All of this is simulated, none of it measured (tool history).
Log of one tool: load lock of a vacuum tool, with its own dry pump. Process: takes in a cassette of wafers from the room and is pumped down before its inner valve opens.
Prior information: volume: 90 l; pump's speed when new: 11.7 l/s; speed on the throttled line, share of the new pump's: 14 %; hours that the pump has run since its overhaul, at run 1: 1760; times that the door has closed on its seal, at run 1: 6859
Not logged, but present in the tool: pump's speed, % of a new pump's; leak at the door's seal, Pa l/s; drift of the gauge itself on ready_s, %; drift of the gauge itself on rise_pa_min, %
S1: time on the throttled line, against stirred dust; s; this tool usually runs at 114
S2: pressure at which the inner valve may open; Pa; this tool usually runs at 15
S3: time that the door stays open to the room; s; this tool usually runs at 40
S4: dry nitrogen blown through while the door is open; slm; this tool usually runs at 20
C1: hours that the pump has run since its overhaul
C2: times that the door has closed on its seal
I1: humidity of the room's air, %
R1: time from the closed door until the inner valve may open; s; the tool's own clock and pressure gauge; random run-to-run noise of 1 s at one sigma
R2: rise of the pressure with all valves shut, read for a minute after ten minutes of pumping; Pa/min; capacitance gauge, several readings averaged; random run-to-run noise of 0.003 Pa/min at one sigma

{"run": 1, "hour": 0.0, "S1": 114, "S2": 15, "S3": 40, "S4": 20, "C1": 1760, "C2": 6859, "I1": 46.2, "R1": 166.3, "R2": 0.057}
{"run": 2, "hour": 157.3, "S1": 114, "S2": 13, "S3": 40, "S4": 20, "C1": 1917, "C2": 7042, "I1": 45.6, "R1": 167.1, "R2": 0.064}
{"run": 3, "hour": 294.0, "S1": 114, "S2": 13, "S3": 40, "S4": 27, "C1": 2054, "C2": 7200, "I1": 44.3, "R1": 168.4, "R2": 0.06}
{"run": 4, "hour": 435.8, "S1": 114, "S2": 13, "S3": 40, "S4": 27, "C1": 2196, "C2": 7364, "I1": 44.3, "R1": 167.0, "R2": 0.063}
{"run": 5, "hour": 548.3, "S1": 114, "S2": 13, "S3": 40, "S4": 27, "C1": 2308, "C2": 7495, "I1": 40.5, "R1": 167.0, "R2": 0.056}
{"run": 6, "hour": 688.5, "S1": 114, "S2": 13, "S3": 40, "S4": 27, "C1": 2449, "C2": 7657, "I1": 42.9, "R1": 167.8, "R2": 0.065}
{"run": 7, "hour": 783.1, "S1": 114, "S2": 13, "S3": 40, "S4": 27, "C1": 2543, "C2": 7767, "I1": 45.5, "R1": 170.3, "R2": 0.069}
{"run": 8, "hour": 870.4, "S1": 114, "S2": 13, "S3": 40, "S4": 27, "C1": 2631, "C2": 7868, "I1": 43.1, "R1": 168.6, "R2": 0.065}
{"run": 9, "hour": 949.4, "S1": 114, "S2": 13, "S3": 40, "S4": 27, "C1": 2710, "C2": 7959, "I1": 48.3, "R1": 167.8, "R2": 0.068}
{"run": 10, "hour": 1023.4, "S1": 114, "S2": 15, "S3": 105, "S4": 20, "C1": 2784, "C2": 8045, "I1": 47.7, "R1": 168.0, "R2": 0.096}
{"run": 11, "hour": 1104.5, "S1": 114, "S2": 15, "S3": 40, "S4": 12, "C1": 2865, "C2": 8139, "I1": 43.9, "R1": 168.9, "R2": 0.077}
{"run": 12, "hour": 1231.5, "S1": 114, "S2": 15, "S3": 40, "S4": 20, "C1": 2992, "C2": 8286, "I1": 45.2, "R1": 169.1, "R2": 0.072}
{"run": 13, "hour": 1379.6, "S1": 114, "S2": 15, "S3": 40, "S4": 20, "C1": 3140, "C2": 8458, "I1": 46.1, "R1": 167.0, "R2": 0.076}
{"run": 14, "hour": 1499.4, "S1": 114, "S2": 15, "S3": 40, "S4": 20, "C1": 3260, "C2": 8596, "I1": 43.9, "R1": 167.9, "R2": 0.078}
{"run": 15, "hour": 1600.4, "S1": 114, "S2": 15, "S3": 40, "S4": 20, "C1": 3361, "C2": 8714, "I1": 46.5, "R1": 169.6, "R2": 0.075}
{"run": 16, "hour": 1688.9, "S1": 114, "S2": 15, "S3": 40, "S4": 20, "C1": 3449, "C2": 8816, "I1": 38.1, "R1": 165.6, "R2": 0.075}
{"run": 17, "hour": 1846.1, "S1": 191, "S2": 15, "S3": 40, "S4": 20, "C1": 3606, "C2": 8998, "I1": 44.1, "R1": 230.7, "R2": 0.079}
{"run": 18, "hour": 1913.5, "S1": 114, "S2": 15, "S3": 40, "S4": 20, "C1": 3674, "C2": 9076, "I1": 44.7, "R1": 168.9, "R2": 0.078}
{"run": 19, "hour": 2012.5, "S1": 114, "S2": 15, "S3": 40, "S4": 20, "C1": 3773, "C2": 9191, "I1": 45.0, "R1": 166.8, "R2": 0.078}
{"run": 20, "hour": 2137.5, "S1": 112, "S2": 18, "S3": 140, "S4": 22, "C1": 3898, "C2": 9336, "I1": 42.8, "R1": 163.9, "R2": 0.102}
{"run": 21, "hour": 2255.7, "S1": 112, "S2": 18, "S3": 140, "S4": 22, "C1": 4016, "C2": 9473, "I1": 44.6, "R1": 164.6, "R2": 0.108}
{"run": 22, "hour": 2385.1, "S1": 114, "S2": 17, "S3": 149, "S4": 16, "C1": 4145, "C2": 9623, "I1": 43.1, "R1": 168.5, "R2": 0.119}
{"run": 23, "hour": 2545.2, "S1": 114, "S2": 24, "S3": 40, "S4": 20, "C1": 4305, "C2": 9808, "I1": 44.1, "R1": 162.8, "R2": 0.085}
{"run": 24, "hour": 2667.8, "S1": 114, "S2": 24, "S3": 40, "S4": 20, "C1": 4428, "C2": 9950, "I1": 44.1, "R1": 165.3, "R2": 0.091}
{"run": 25, "hour": 2736.3, "S1": 114, "S2": 15, "S3": 81, "S4": 4, "C1": 4496, "C2": 10029, "I1": 45.1, "R1": 168.2, "R2": 0.129}
{"run": 26, "hour": 2800.9, "S1": 196, "S2": 15, "S3": 81, "S4": 9, "C1": 4561, "C2": 10104, "I1": 44.6, "R1": 238.9, "R2": 0.113}
{"run": 27, "hour": 2947.3, "S1": 196, "S2": 15, "S3": 81, "S4": 9, "C1": 4707, "C2": 10274, "I1": 44.5, "R1": 238.2, "R2": 0.117}
{"run": 28, "hour": 3062.9, "S1": 65, "S2": 15, "S3": 81, "S4": 8, "C1": 4823, "C2": 10408, "I1": 47.0, "R1": 124.8, "R2": 0.126}
{"run": 29, "hour": 3200.1, "S1": 65, "S2": 15, "S3": 81, "S4": 8, "C1": 4960, "C2": 10567, "I1": 45.4, "R1": 128.1, "R2": 0.128}
{"run": 30, "hour": 3267.8, "S1": 65, "S2": 15, "S3": 112, "S4": 5, "C1": 5028, "C2": 10645, "I1": 46.0, "R1": 126.5, "R2": 0.147}
{"run": 31, "hour": 3372.3, "S1": 114, "S2": 15, "S3": 30, "S4": 10, "C1": 5132, "C2": 10766, "I1": 49.3, "R1": 169.1, "R2": 0.101}
{"run": 32, "hour": 3486.8, "S1": 58, "S2": 13, "S3": 42, "S4": 27, "C1": 5247, "C2": 10899, "I1": 45.0, "R1": 122.6, "R2": 0.096}
{"run": 33, "hour": 3616.6, "S1": 63, "S2": 14, "S3": 30, "S4": 20, "C1": 5377, "C2": 11049, "I1": 46.0, "R1": 127.3, "R2": 0.101}
{"run": 34, "hour": 3697.3, "S1": 63, "S2": 14, "S3": 30, "S4": 20, "C1": 5457, "C2": 11143, "I1": 42.1, "R1": 126.4, "R2": 0.101}
{"run": 35, "hour": 3816.7, "S1": 63, "S2": 24, "S3": 30, "S4": 20, "C1": 5577, "C2": 11281, "I1": 44.9, "R1": 122.4, "R2": 0.101}
{"run": 36, "hour": 3974.4, "S1": 114, "S2": 15, "S3": 40, "S4": 22, "C1": 5734, "C2": 11464, "I1": 40.7, "R1": 170.3, "R2": 0.104}
{"run": 37, "hour": 4093.2, "S1": 144, "S2": 23, "S3": 42, "S4": 22, "C1": 5853, "C2": 11601, "I1": 47.8, "R1": 191.7, "R2": 0.114}

The logged runs with the hidden state left out (each run's random variation unchanged):
run=1 R1=165.5 R2=0.015
run=2 R1=166.1 R2=0.021
run=3 R1=167.4 R2=0.015
run=4 R1=165.9 R2=0.018
run=5 R1=165.8 R2=0.009
run=6 R1=166.5 R2=0.017
run=7 R1=168.9 R2=0.019
run=8 R1=167.2 R2=0.014
run=9 R1=166.4 R2=0.016
run=10 R1=166.5 R2=0.044
run=11 R1=167.4 R2=0.023
run=12 R1=167.5 R2=0.017
run=13 R1=165.3 R2=0.018
run=14 R1=166.1 R2=0.019
run=15 R1=167.7 R2=0.017
run=16 R1=163.7 R2=0.015
run=17 R1=229.1 R2=0.017
run=18 R1=166.8 R2=0.016
run=19 R1=164.7 R2=0.016
run=20 R1=161.8 R2=0.039
run=21 R1=162.4 R2=0.042
run=22 R1=166.2 R2=0.051
run=23 R1=160.5 R2=0.014
run=24 R1=162.9 R2=0.019
run=25 R1=165.6 R2=0.057
run=26 R1=236.8 R2=0.041
run=27 R1=236.0 R2=0.044
run=28 R1=121.6 R2=0.050
run=29 R1=124.7 R2=0.050
run=30 R1=123.0 R2=0.067
run=31 R1=166.0 R2=0.022
run=32 R1=118.9 R2=0.013
run=33 R1=123.6 R2=0.018
run=34 R1=122.6 R2=0.015
run=35 R1=118.8 R2=0.015
run=36 R1=166.8 R2=0.015
run=37 R1=188.6 R2=0.024
